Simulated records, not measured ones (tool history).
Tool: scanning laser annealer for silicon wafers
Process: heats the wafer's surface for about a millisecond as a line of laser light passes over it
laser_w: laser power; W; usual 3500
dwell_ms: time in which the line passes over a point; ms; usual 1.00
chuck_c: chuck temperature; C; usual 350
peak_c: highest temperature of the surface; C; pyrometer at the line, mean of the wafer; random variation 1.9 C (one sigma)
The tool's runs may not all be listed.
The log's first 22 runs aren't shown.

run 23 hour=218.4 | laser_w=3422 dwell_ms=1.00 chuck_c=350 | peak_c=1097
run 24 hour=231.6 | laser_w=3500 dwell_ms=1.00 chuck_c=350 | peak_c=1116
-- hour=234.2 window over the wafer cleaned
run 25 hour=241.8 | laser_w=3500 dwell_ms=1.00 chuck_c=350 | peak_c=1103
run 26 hour=253.9 | laser_w=3833 dwell_ms=0.89 chuck_c=350 | peak_c=1133
run 27 hour=265.6 | laser_w=3762 dwell_ms=1.00 chuck_c=382 | peak_c=1192
run 28 hour=272.2 | laser_w=3762 dwell_ms=1.00 chuck_c=382 | peak_c=1191
run 29 hour=279.4 | laser_w=3341 dwell_ms=0.71 chuck_c=375 | peak_c=986
run 30 hour=290.3 | laser_w=3341 dwell_ms=0.71 chuck_c=375 | peak_c=985
-- hour=295.4 window over the wafer cleaned, once more
run 31 hour=304.1 | laser_w=3341 dwell_ms=0.71 chuck_c=375 | peak_c=1012
run 32 hour=309.6 | laser_w=3478 dwell_ms=0.95 chuck_c=386 | peak_c=1146
run 33 hour=322.4 | laser_w=3621 dwell_ms=1.00 chuck_c=384 | peak_c=1195
run 34 hour=333.3 | laser_w=3059 dwell_ms=1.00 chuck_c=350 | peak_c=1035
run 35 hour=346.5 | laser_w=3746 dwell_ms=0.72 chuck_c=355 | peak_c=1072
run 36 hour=353.3 | laser_w=3500 dwell_ms=0.73 chuck_c=350 | peak_c=1026
run 37 hour=359.0 | laser_w=3677 dwell_ms=0.99 chuck_c=344 | peak_c=1163
run 38 hour=369.0 | laser_w=3677 dwell_ms=0.99 chuck_c=344 | peak_c=1167
run 39 hour=375.9 | laser_w=3677 dwell_ms=0.99 chuck_c=344 | peak_c=1165
run 40 hour=384.2 | laser_w=3677 dwell_ms=0.99 chuck_c=330 | peak_c=1151

5 ways to go on from here, each from the tool as it stands after run 40. What would each give?
run A hour=397.0 | laser_w=3173 dwell_ms=1.18 chuck_c=331 | peak_c=?
run B hour=397.0 | laser_w=3500 dwell_ms=0.80 chuck_c=359 | peak_c=?
run C hour=397.0 | laser_w=3014 dwell_ms=1.00 chuck_c=350 | peak_c=?
run D hour=397.0 | laser_w=3350 dwell_ms=1.00 chuck_c=313 | peak_c=?
run E hour=397.0 | laser_w=3499 dwell_ms=0.99 chuck_c=330 | peak_c=?

run=A peak_c=1094
run=B peak_c=1062
run=C peak_c=1024
run=D peak_c=1066
run=E peak_c=1109
Without the tool's hidden state the same runs would have given:
run=A peak_c=1106
run=B peak_c=1072
run=C peak_c=1034
run=D peak_c=1078
run=E peak_c=1121

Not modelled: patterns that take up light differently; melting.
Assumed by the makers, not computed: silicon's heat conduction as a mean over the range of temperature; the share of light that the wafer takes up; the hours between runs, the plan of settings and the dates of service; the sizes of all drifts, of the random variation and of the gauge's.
